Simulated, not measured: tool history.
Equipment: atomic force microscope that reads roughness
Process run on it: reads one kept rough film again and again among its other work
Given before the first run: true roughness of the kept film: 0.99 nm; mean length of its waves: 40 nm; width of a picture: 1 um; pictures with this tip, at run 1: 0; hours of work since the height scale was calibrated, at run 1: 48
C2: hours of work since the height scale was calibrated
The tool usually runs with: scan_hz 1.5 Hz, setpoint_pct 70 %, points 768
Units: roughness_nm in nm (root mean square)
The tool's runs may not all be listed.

Run 1, hour 0: usual settings; pictures with this tip 0; C2 48. Result: roughness_nm 0.908 nm (root mean square).
Run 2, hour 20.3: usual settings; pictures with this tip 48; C2 63. Result: roughness_nm 0.903 nm (root mean square).
Run 3, hour 40.2: usual settings; pictures with this tip 95; C2 79. Result: roughness_nm 0.895 nm (root mean square).
Run 4, hour 51.6: usual settings; pictures with this tip 122; C2 87. Result: roughness_nm 0.891 nm (root mean square).
Run 5, hour 64.7: usual settings; pictures with this tip 153; C2 97. Result: roughness_nm 0.885 nm (root mean square).
Run 6, hour 78.8: usual settings but setpoint_pct 72 %; pictures with this tip 187; C2 108. Result: roughness_nm 0.878 nm (root mean square).
Run 7, hour 101.9: usual settings but setpoint_pct 72 %; pictures with this tip 241; C2 126. Result: roughness_nm 0.868 nm (root mean square).
Run 8, hour 124.8: usual settings but setpoint_pct 72 %, points 395; pictures with this tip 295; C2 143. Result: roughness_nm 0.857 nm (root mean square).
Run 9, hour 135.2: usual settings but setpoint_pct 72 %, points 395; pictures with this tip 320; C2 151. Result: roughness_nm 0.86 nm (root mean square).
Run 10, hour 148: usual settings but setpoint_pct 72 %, points 395; pictures with this tip 350; C2 161. Result: roughness_nm 0.865 nm (root mean square).
At hour 154.7: new tip fitted.
Run 11, hour 160.1: usual settings; pictures with this tip 13; C2 170. Result: roughness_nm 0.915 nm (root mean square).
Run 12, hour 175.4: usual settings; pictures with this tip 49; C2 182. Result: roughness_nm 0.909 nm (root mean square).
Run 13, hour 192.1: usual settings; pictures with this tip 89; C2 195. Result: roughness_nm 0.904 nm (root mean square).
Run 14, hour 210.3: usual settings but setpoint_pct 72 %; pictures with this tip 132; C2 209. Result: roughness_nm 0.898 nm (root mean square).
Run 15, hour 231.7: usual settings but scan_hz 2.58 Hz, points 413; pictures with this tip 182; C2 225. Result: roughness_nm 0.853 nm (root mean square).
Run 16, hour 248.7: usual settings but scan_hz 2.73 Hz, setpoint_pct 60 %, points 332; pictures with this tip 222; C2 238. Result: roughness_nm 0.889 nm (root mean square).
Run 17, hour 263.2: usual settings but scan_hz 0.86 Hz, setpoint_pct 72 %; pictures with this tip 257; C2 249. Result: roughness_nm 0.892 nm (root mean square).
Run 18, hour 279.9: usual settings but scan_hz 0.86 Hz, setpoint_pct 72 %; pictures with this tip 296; C2 262. Result: roughness_nm 0.898 nm (root mean square).
Run 19, hour 295.9: usual settings but scan_hz 2.04 Hz, setpoint_pct 73 %, points 280; pictures with this tip 334; C2 274. Result: roughness_nm 0.832 nm (root mean square).
At hour 310.1: new tip fitted.
Run 20, hour 310.1: usual settings but scan_hz 0.53 Hz, setpoint_pct 63 %, points 678; pictures with this tip 0; C2 285. Result: roughness_nm 0.953 nm (root mean square).
Run 21, hour 323.5: usual settings but scan_hz 3.26 Hz, setpoint_pct 78 %, points 730; pictures with this tip 31; C2 295. Result: roughness_nm 0.792 nm (root mean square).
Run 22, hour 336.9: usual settings but setpoint_pct 61 %, points 660; pictures with this tip 63; C2 305. Result: roughness_nm 0.923 nm (root mean square).
Run 23, hour 359.5: usual settings but scan_hz 1.53 Hz, setpoint_pct 65 %, points 451; pictures with this tip 116; C2 322. Result: roughness_nm 0.919 nm (root mean square).
Run 24, hour 374.3: usual settings but setpoint_pct 73 %, points 406; pictures with this tip 151; C2 334. Result: roughness_nm 0.881 nm (root mean square).
Run 25, hour 387: usual settings but setpoint_pct 79 %, points 661; pictures with this tip 182; C2 343. Result: roughness_nm 0.856 nm (root mean square).
Run 26, hour 401.8: usual settings but setpoint_pct 79 %, points 661; pictures with this tip 216; C2 355. Result: roughness_nm 0.859 nm (root mean square).
Run 27, hour 414.2: usual settings but points 500; pictures with this tip 246; C2 364. Result: roughness_nm 0.876 nm (root mean square).

Selected run-to-run steps in roughness_nm, each split into two signed amounts: the part the tool would show with no hidden state at all (from settings, incoming material and random variation), and the remainder, which goes to the hidden state together with any gauge scatter not common to the measured and the hidden-state-free results:
Unlogged tool condition in this case: radius of the tip, nm; height scale over the true one, %; drift of the gauge itself on roughness_nm, %.
Run 10 -> 11: setpoint_pct 72 -> 70, points 395 -> 768, new tip fitted. roughness_nm +0.05 nm (root mean square): hidden state +0.041, all else +0.009.
Run 19 -> 20: scan_hz 2.04 -> 0.53, setpoint_pct 73 -> 63, points 280 -> 678, new tip fitted. roughness_nm +0.121 nm (root mean square): hidden state +0.038, all else +0.083.
Run 20 -> 21: scan_hz 0.53 -> 3.26, setpoint_pct 63 -> 78, points 678 -> 730. roughness_nm -0.161 nm (root mean square): hidden state -0.003, all else -0.158.
Run 21 -> 22: scan_hz 3.26 -> 1.5, setpoint_pct 78 -> 61, points 730 -> 660. roughness_nm +0.131 nm (root mean square): hidden state -0.006, all else +0.137.
